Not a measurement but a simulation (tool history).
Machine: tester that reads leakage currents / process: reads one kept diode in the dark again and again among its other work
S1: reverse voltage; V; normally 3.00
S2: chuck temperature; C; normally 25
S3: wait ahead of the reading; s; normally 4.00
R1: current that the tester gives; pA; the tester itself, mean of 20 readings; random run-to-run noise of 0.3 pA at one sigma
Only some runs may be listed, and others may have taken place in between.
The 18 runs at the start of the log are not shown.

| run | day | S1 | S2 | S3 | R1 |
|---|---|---|---|---|---|
| 19 | 30.283 | 3.00 | 25 | 4.00 | 98.06 |
| 20 | 31.329 | 3.00 | 25 | 4.00 | 97.41 |
| 21 | 32.404 | 3.00 | 25 | 4.00 | 97.35 |
| 22 | 34.183 | 17.19 | 48 | 1.42 | 1348.32 |
| 23 | 36.429 | 3.87 | 45 | 4.00 | 457.55 |
| 24 | 38.558 | 3.87 | 45 | 4.00 | 458.02 |
| 25 | 39.933 | 3.87 | 45 | 4.00 | 454.99 |
| 26 | 42.308 | 2.71 | 25 | 4.86 | 91.99 |
| 27 | 43.942 | 9.99 | 22 | 4.00 | 160.38 |
| 28 | 45.583 | 9.99 | 22 | 4.00 | 160.19 |
| 29 | 47.867 | 19.19 | 59 | 4.00 | 2849.22 |
| 30 | 50.188 | 19.19 | 59 | 4.00 | 2855.61 |
| 31 | 51.238 | 19.19 | 59 | 4.00 | 2862.09 |
| 32 | 52.988 | 3.66 | 25 | 4.00 | 110.90 |
| 33 | 54.842 | 19.18 | 30 | 1.47 | 430.01 |
| 34 | 55.862 | 3.59 | 25 | 4.67 | 109.14 |
| 35 | 57.883 | 3.59 | 25 | 4.67 | 108.74 |
| 36 | 60.204 | 3.59 | 25 | 4.67 | 108.61 |
| 37 | 61.250 | 3.59 | 25 | 4.67 | 108.24 |
| 38 | 63.288 | 3.59 | 25 | 4.67 | 108.83 |
| 39 | 64.567 | 3.59 | 25 | 4.67 | 109.35 |
| 40 | 66.771 | 7.67 | 25 | 2.71 | 171.31 |

4 options for the next run, each taken on its own from the tool as it stands now. Forecast them:
| A | 68.854 | 3.19 | 21 | 8.98 | ? |
| B | 68.854 | 6.96 | 60 | 0.49 | ? |
| C | 68.854 | 3.00 | 26 | 1.63 | ? |
| D | 68.854 | 15.25 | 24 | 7.35 | ? |

| run | R1 |
|---|---|
| A | 75.38 |
| B | 1660.08 |
| C | 105.95 |
| D | 238.65 |
What these runs would have given with no unlogged condition in the tool:
| run | R1 |
|---|---|
| A | 75.45 |
| B | 1662.08 |
| C | 106.07 |
| D | 238.76 |
